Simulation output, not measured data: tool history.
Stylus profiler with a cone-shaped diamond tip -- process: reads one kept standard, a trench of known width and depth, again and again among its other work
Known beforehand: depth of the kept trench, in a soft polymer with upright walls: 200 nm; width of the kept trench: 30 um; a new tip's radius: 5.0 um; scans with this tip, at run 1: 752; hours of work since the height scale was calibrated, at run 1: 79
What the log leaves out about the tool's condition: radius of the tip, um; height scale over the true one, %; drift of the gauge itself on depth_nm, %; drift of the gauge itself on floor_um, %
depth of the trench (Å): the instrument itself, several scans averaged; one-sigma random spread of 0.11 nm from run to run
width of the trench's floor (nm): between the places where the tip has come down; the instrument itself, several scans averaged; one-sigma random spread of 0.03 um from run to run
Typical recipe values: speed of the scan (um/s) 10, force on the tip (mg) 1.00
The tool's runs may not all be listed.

run,hour,speed of the scan (um/s),force on the tip (mg),scans with this tip,hours of work since the height scale was calibrated,depth of the trench (Å),width of the trench's floor (nm)
1,0.0,10,1.00,752,79,2019.2,27160
2,11.6,10,1.00,810,85,2018.7,27170
3,30.0,10,1.00,901,95,2020.5,27160
4,40.1,10,1.00,951,100,2018.6,27100
5,62.2,10,1.00,1061,112,2020.2,27140
6,75.0,10,1.00,1125,118,2021.4,27120
7,92.6,10,1.00,1213,127,2019.0,27090
8,103.1,10,1.00,1265,133,2020.8,27100
9,118.1,10,1.00,1339,141,2020.4,27120
10,137.4,10,1.00,1435,151,2021.2,27130
11,155.8,10,1.00,1526,160,2020.0,27060
12,169.4,10,1.00,1594,168,2019.1,27090
13,189.6,10,0.51,1695,178,2012.8,27100
14,208.3,7,1.97,1787,188,2033.4,27110
15,220.9,7,0.62,1850,194,2014.3,27050
16,236.1,11,1.00,1926,202,2019.6,27070
17,251.9,17,2.12,2004,211,2031.5,27080
18,263.4,9,1.00,2061,217,2018.3,27090
19,278.5,8,2.53,2136,225,2037.5,27110

Run 20 is up next; what results do you expect?
20,298.6,8,2.53,2236,235,?,?

For run 20 the tool returned depth of the trench (Å) 2038.4, width of the trench's floor (nm) 27050.
Were there no unlogged condition in the tool, this run, its random variation unchanged, would have produced depth of the trench (Å) 2036.6, width of the trench's floor (nm) 27140.

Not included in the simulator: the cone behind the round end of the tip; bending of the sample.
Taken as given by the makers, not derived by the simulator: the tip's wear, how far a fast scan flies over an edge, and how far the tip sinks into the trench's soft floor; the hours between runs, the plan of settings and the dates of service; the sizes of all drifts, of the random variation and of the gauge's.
